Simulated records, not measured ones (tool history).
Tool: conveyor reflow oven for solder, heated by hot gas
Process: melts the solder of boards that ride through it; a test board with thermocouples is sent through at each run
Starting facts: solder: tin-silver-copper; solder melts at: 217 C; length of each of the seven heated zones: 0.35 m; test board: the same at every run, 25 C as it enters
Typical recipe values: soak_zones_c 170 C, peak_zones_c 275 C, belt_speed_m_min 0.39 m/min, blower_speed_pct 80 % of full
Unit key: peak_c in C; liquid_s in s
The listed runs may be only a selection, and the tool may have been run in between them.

Run 1, day 0: usual settings. Result: peak_c 267.5 C, liquid_s 97.3 s.
Run 2, day 1.725: usual settings. Result: peak_c 266.9 C, liquid_s 96.5 s.
Run 3, day 4.167: usual settings. Result: peak_c 267.2 C, liquid_s 96.3 s.
Run 4, day 5.554: usual settings. Result: peak_c 267.1 C, liquid_s 94.7 s.
At day 6.917: belt drive overhauled, speed set with a stopwatch.
Run 5, day 6.971: usual settings. Result: peak_c 266.6 C, liquid_s 90.5 s.
Run 6, day 9.521: usual settings but soak_zones_c 178 C. Result: peak_c 267.3 C, liquid_s 95.6 s.
Run 7, day 11.708: usual settings but soak_zones_c 178 C. Result: peak_c 266.8 C, liquid_s 95.4 s.
At day 13.283: flux residue cleaned out of gas plates and filters.
Run 8, day 13.638: usual settings but blower_speed_pct 76 % of full. Result: peak_c 267.1 C, liquid_s 92.1 s.
Run 9, day 14.925: usual settings but blower_speed_pct 76 % of full. Result: peak_c 266.7 C, liquid_s 92.2 s.
Run 10, day 17.625: usual settings. Result: peak_c 267.9 C, liquid_s 93.5 s.
Run 11, day 19.8: usual settings but peak_zones_c 281 C. Result: peak_c 273.2 C, liquid_s 97.6 s.
Run 12, day 20.942: usual settings but peak_zones_c 281 C. Result: peak_c 272.8 C, liquid_s 96.5 s.
Run 13, day 23.596: usual settings. Result: peak_c 267.9 C, liquid_s 93.1 s.
Run 14, day 25.725: usual settings but peak_zones_c 278 C. Result: peak_c 270.4 C, liquid_s 95.6 s.
Run 15, day 27.746: usual settings but peak_zones_c 278 C. Result: peak_c 269.3 C, liquid_s 94.5 s.
Run 16, day 29.329: usual settings but soak_zones_c 181 C, peak_zones_c 273 C, belt_speed_m_min 0.384 m/min, blower_speed_pct 58 % of full. Result: peak_c 261.9 C, liquid_s 95.3 s.
Run 17, day 30.938: usual settings but peak_zones_c 264 C. Result: peak_c 257 C, liquid_s 85.2 s.
At day 31.779: flux residue cleaned out of gas plates and filters.
Run 18, day 33.621: usual settings but soak_zones_c 172 C, peak_zones_c 268 C, belt_speed_m_min 0.457 m/min, blower_speed_pct 59 % of full. Result: peak_c 252 C, liquid_s 68.1 s.
Run 19, day 35.858: usual settings but soak_zones_c 172 C, peak_zones_c 284 C, belt_speed_m_min 0.458 m/min, blower_speed_pct 63 % of full. Result: peak_c 267.5 C, liquid_s 79.2 s.
Run 20, day 38.479: usual settings but soak_zones_c 169 C, peak_zones_c 284 C, blower_speed_pct 62 % of full. Result: peak_c 273.4 C, liquid_s 97.4 s.
Run 21, day 39.825: usual settings but soak_zones_c 157 C, peak_zones_c 284 C, belt_speed_m_min 0.322 m/min, blower_speed_pct 62 % of full. Result: peak_c 277.7 C, liquid_s 115.9 s.
At day 41.721: thermocouples of zones 6 and 7 changed.
Run 22, day 42.621: usual settings but soak_zones_c 157 C, peak_zones_c 284 C, belt_speed_m_min 0.322 m/min, blower_speed_pct 62 % of full. Result: peak_c 273.1 C, liquid_s 112.4 s.
Run 23, day 45.233: usual settings but soak_zones_c 157 C, peak_zones_c 284 C, belt_speed_m_min 0.322 m/min, blower_speed_pct 62 % of full. Result: peak_c 272.9 C, liquid_s 113.4 s.
Run 24, day 47.617: usual settings but soak_zones_c 155 C, peak_zones_c 284 C, belt_speed_m_min 0.428 m/min, blower_speed_pct 62 % of full. Result: peak_c 260.9 C, liquid_s 75.6 s.
Run 25, day 49.892: usual settings but soak_zones_c 155 C, peak_zones_c 284 C, belt_speed_m_min 0.428 m/min, blower_speed_pct 62 % of full. Result: peak_c 261.5 C, liquid_s 75.8 s.
At day 50.308: flux residue cleaned out of gas plates and filters.
Run 26, day 52.292: usual settings but soak_zones_c 158 C, peak_zones_c 268 C, belt_speed_m_min 0.321 m/min, blower_speed_pct 55 % of full. Result: peak_c 257.2 C, liquid_s 101.6 s.
Run 27, day 54: usual settings but soak_zones_c 159 C, peak_zones_c 278 C, belt_speed_m_min 0.463 m/min. Result: peak_c 262 C, liquid_s 71.3 s.
Run 28, day 56.304: usual settings but soak_zones_c 159 C, peak_zones_c 278 C, belt_speed_m_min 0.463 m/min. Result: peak_c 261.3 C, liquid_s 70.5 s.
Run 29, day 58.367: usual settings but soak_zones_c 159 C, peak_zones_c 278 C, belt_speed_m_min 0.463 m/min. Result: peak_c 261.4 C, liquid_s 70.9 s.
Run 30, day 60.988: usual settings but soak_zones_c 159 C, peak_zones_c 278 C, belt_speed_m_min 0.463 m/min. Result: peak_c 260.6 C, liquid_s 70.9 s.

What would each run have given without the hidden state, its run-to-run variation left as it was?
Hidden conditions of the tool in this case: heat that the gas passes to the board, % of a clean oven's; belt's true speed, % of the reading; true gas temperature in zones 6 and 7 over the reading, C; drift of the gauge itself on peak_c, C; drift of the gauge itself on liquid_s, %.
run  peak_c  liquid_s
  1   265.2      92.8
  2   264.7      92.1
  3   265.1      91.9
  4   265.1      90.4
  5   265.6      90.3
  6   266.3      95.3
  7   265.9      95.1
  8   264.2        90
  9   263.8      90.2
 10   265.2      91.6
 11   270.7      95.8
 12   270.3      94.8
 13   265.5      91.3
 14   268.1      93.8
 15   267.2      92.8
 16   259.5        93
 17     255      83.7
 18   248.2      63.9
 19   263.8      75.9
 20   269.6      93.7
 21   273.7     111.8
 22   273.9     111.6
 23   273.8     112.6
 24   262.5      75.9
 25   263.2      76.3
 26   256.5        99
 27   261.6      69.8
 28   261.2      69.1
 29   261.5      69.7
 30     261      69.9

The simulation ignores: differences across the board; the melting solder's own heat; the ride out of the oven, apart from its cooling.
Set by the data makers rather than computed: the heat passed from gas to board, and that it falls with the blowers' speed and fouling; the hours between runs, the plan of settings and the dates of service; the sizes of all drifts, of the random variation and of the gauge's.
